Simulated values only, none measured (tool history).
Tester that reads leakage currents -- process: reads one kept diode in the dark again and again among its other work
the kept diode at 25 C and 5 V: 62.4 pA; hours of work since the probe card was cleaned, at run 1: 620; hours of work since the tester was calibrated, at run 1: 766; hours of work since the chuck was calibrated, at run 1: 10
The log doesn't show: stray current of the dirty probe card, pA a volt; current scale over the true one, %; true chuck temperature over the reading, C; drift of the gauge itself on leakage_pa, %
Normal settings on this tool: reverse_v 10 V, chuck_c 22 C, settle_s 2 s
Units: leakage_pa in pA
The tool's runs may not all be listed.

| run | hour | reverse_v | chuck_c | settle_s | hours of work since the probe card was cleaned | hours of work since the tester was calibrated | hours of work since the chuck was calibrated | leakage_pa |
|---|---|---|---|---|---|---|---|---|
| 1 | 0 | 10 | 22 | 2 | 620 | 766 | 10 | 67.89 |
| 2 | 42.4 | 10 | 22 | 2 | 638 | 784 | 29 | 67.82 |
| 3 | 66.3 | 10 | 22 | 2 | 649 | 795 | 39 | 68.08 |
| 4 | 95.8 | 10 | 22 | 0.58 | 661 | 807 | 52 | 69.15 |
| 5 | 124.2 | 10 | 22 | 0.58 | 674 | 820 | 64 | 69.76 |
| 6 | 161.2 | 10 | 22 | 2 | 690 | 836 | 80 | 68.84 |
| 7 | 188.8 | 10 | 22 | 2 | 702 | 848 | 92 | 68.69 |
| 8 | 217.4 | 10 | 22 | 4.54 | 714 | 860 | 105 | 69.03 |
| 9 | 236.6 | 10 | 24 | 2 | 723 | 869 | 113 | 80.45 |
| 10 | 256.6 | 10 | 22 | 2 | 731 | 877 | 122 | 69.49 |
| 11 | 277.8 | 10 | 22 | 2 | 741 | 886 | 131 | 69.61 |
| 12 | 307.4 | 6.7 | 22 | 2.77 | 753 | 899 | 144 | 59.1 |
| 13 | 350.4 | 3.9 | 22 | 0.31 | 772 | 918 | 163 | 48.69 |
| 14 | 386.8 | 10 | 22 | 3.17 | 788 | 934 | 178 | 70.08 |
| 15 | 414.9 | 10 | 22 | 3.17 | 800 | 946 | 191 | 70.49 |
| 16 | 444.2 | 10 | 22 | 3.17 | 813 | 959 | 203 | 70.9 |
| 17 | 472.7 | 2.9 | 54 | 0.84 | 825 | 971 | 216 | 401.45 |
| 18 | 509.7 | 2.9 | 54 | 0.39 | 841 | 987 | 232 | 403.15 |
| 19 | 550 | 1.4 | 55 | 1.66 | 859 | 1005 | 249 | 328.5 |
| 20 | 591.4 | 1.4 | 55 | 1.66 | 877 | 1023 | 267 | 328.67 |
| 21 | 613.2 | 11.6 | 39 | 1.66 | 886 | 1032 | 277 | 254.95 |
| 22 | 635.8 | 1.2 | 36 | 0.59 | 896 | 1042 | 287 | 86.29 |

Forecast each of these 3 alternatives for the next run:
| A | 666.8 | 5.4 | 34 | 2 | 910 | 1056 | 300 | ? |
| B | 666.8 | 10 | 54 | 0.94 | 910 | 1056 | 300 | ? |
| C | 666.8 | 1.1 | 23 | 0.94 | 910 | 1056 | 300 | ? |

| run | leakage_pa |
|---|---|
| A | 133.86 |
| B | 645.86 |
| C | 32.07 |
With the hidden condition removed and each run's random variation left untouched, the same runs would have given:
| run | leakage_pa |
|---|---|
| A | 126.69 |
| B | 622.83 |
| C | 30.35 |

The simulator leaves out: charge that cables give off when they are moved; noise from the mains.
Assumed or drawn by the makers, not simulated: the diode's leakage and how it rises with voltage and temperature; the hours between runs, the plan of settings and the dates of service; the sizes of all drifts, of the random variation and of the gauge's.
